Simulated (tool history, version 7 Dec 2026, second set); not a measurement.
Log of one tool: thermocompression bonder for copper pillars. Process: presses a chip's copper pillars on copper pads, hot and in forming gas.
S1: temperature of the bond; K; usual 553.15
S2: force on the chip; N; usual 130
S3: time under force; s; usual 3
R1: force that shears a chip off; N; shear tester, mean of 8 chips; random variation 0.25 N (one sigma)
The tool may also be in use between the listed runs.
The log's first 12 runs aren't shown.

run    hour      S1   S2  S3    R1
 13   763.8  539.15  130   3  32.8
 14   800.7  553.15  130   3  39.1
 15   848.7  553.15  130   3  38.9
 16   908.9  553.15  130   3  38.8
      943.8  -- force cell calibrated
 17   961.4  553.15  130   3  39.1
     1022.4  -- forming gas filter changed
 18    1037  553.15  130   3  38.7
 19  1084.4  560.15  130   3  42.6
 20  1133.4  560.15  130   3  42.3
 21  1203.9  560.15  130   3  42.5
 22  1250.2  560.15  130   3  42.6
 23  1315.9  533.15  130   6  39.5
 24  1388.3  575.15  109   2  39.1

Run 25 comes next. What will it give?
 25  1423  551.15  146   3   ?

{"run 25": {"R1": 39.8}}
Without the tool's hidden state the same run would have given R1 39.8 N.
